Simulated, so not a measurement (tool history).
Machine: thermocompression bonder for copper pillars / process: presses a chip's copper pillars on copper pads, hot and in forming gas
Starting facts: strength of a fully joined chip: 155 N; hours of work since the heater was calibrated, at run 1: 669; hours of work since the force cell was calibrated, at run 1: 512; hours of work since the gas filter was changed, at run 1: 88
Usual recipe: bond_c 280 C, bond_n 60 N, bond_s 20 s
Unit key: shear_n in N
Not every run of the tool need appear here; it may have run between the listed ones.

run	hour	bond_c	bond_n	bond_s	hours of work since the heater was calibrated	hours of work since the force cell was calibrated	hours of work since the gas filter was changed	shear_n
1	0	280	60	20	669	512	88	101.2
2	27.4	280	60	18	684	527	102	97.1
3	65	280	60	18	704	547	123	98.9
4	112.6	280	60	18	730	573	148	96.5
5	150.4	280	60	18	750	593	169	96.7
# hour 167.7: heater calibrated with a thermocouple chip
6	191.4	280	60	11	13	614	190	84.8
7	232	280	60	11	35	636	212	84.3

What does the tool deliver on the next run?
8	275.4	304	48	14	58	659	235	?

shear_n: 99.7 N
With the hidden condition absent and the run-to-run variation left alone, this run would have shown shear_n 88.6 N.
